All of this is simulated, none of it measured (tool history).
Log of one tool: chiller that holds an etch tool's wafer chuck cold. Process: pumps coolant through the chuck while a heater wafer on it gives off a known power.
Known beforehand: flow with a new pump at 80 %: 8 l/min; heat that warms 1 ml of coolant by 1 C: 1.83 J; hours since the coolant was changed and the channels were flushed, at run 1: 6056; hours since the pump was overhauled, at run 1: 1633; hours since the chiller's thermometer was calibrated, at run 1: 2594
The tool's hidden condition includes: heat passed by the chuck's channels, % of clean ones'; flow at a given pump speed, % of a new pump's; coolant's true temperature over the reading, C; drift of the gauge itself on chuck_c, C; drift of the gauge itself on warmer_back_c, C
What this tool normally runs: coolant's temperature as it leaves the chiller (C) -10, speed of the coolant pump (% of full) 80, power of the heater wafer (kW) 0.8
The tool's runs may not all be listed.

run,hour,coolant's temperature as it leaves the chiller (C),speed of the coolant pump (% of full),power of the heater wafer (kW),hours since the coolant was changed and the channels were flushed,hours since the pump was overhauled,hours since the chiller's thermometer was calibrated,chuck's temperature once it has settled (C),how much warmer the coolant comes back (C)
1,0,-10,80,0.8,6056,1633,2594,-3,3.41
2,81.6,-10,80,0.8,6138,1715,2675,-3.1,3.41
3,209,-10,80,0.8,6265,1842,2803,-2.9,3.44
4,299.5,-10,80,0.8,6356,1933,2893,-3.1,3.47
5,389,-10,80,0.8,6445,2022,2983,-2.9,3.43
# hour 446.5: chiller's thermometer calibrated
6,481.1,-10,80,1.028,6536,2113,35,-0.7,4.44
7,602.7,-10,80,0.871,6658,2235,156,-2.1,3.78
8,727.7,-10,80,0.871,6783,2360,281,-2.1,3.78
9,809.3,-10,80,0.871,6865,2441,363,-2.2,3.78
10,878.1,-10,80,0.871,6934,2510,432,-2.1,3.75
11,983.1,-10,80,0.871,7039,2615,537,-2,3.82
12,1051,-9,80,0.653,7106,2683,605,-3.1,2.82
13,1170.4,-9,80,0.653,7226,2803,724,-3.2,2.83
14,1289.7,-19,80,1.084,7345,2922,843,-9,4.72
15,1348.7,-10,65,0.866,7404,2981,902,-0.9,4.66
16,1436,-9,97,1.189,7491,3068,989,0.8,4.31
17,1549.9,-9,97,1.189,7605,3182,1103,0.7,4.29
18,1681.9,-8,67,0.616,7737,3314,1235,-1.6,3.24
19,1813.1,-8,67,0.616,7869,3445,1367,-1.7,3.24
20,1922.8,-19,83,0.991,7978,3555,1476,-10,4.26
21,1994.9,-19,98,0.991,8050,3627,1548,-10.8,3.61
22,2061.7,-11,62,0.673,8117,3694,1615,-3.8,3.97

Predict each of these 5 candidate next runs independently; none follows another, all start after run 22:
A,2170.2,-2,80,0.471,8226,3802,1724,?,?
B,2170.2,-10,71,0.8,8226,3802,1724,?,?
C,2170.2,-11,90,0.575,8226,3802,1724,?,?
D,2170.2,-5,94,0.551,8226,3802,1724,?,?
E,2170.2,-13,62,0.673,8226,3802,1724,?,?

run,chuck's temperature once it has settled (C),how much warmer the coolant comes back (C)
A,2.3,2.09
B,-1.9,4.04
C,-6,2.34
D,-0.3,2.05
E,-5.8,3.94
Take away the tool's hidden state, keep each run's random variation, and the runs would have read:
run,chuck's temperature once it has settled (C),how much warmer the coolant comes back (C)
A,1.8,1.92
B,-2.9,3.71
C,-6.6,2.16
D,-0.9,1.88
E,-6.6,3.62

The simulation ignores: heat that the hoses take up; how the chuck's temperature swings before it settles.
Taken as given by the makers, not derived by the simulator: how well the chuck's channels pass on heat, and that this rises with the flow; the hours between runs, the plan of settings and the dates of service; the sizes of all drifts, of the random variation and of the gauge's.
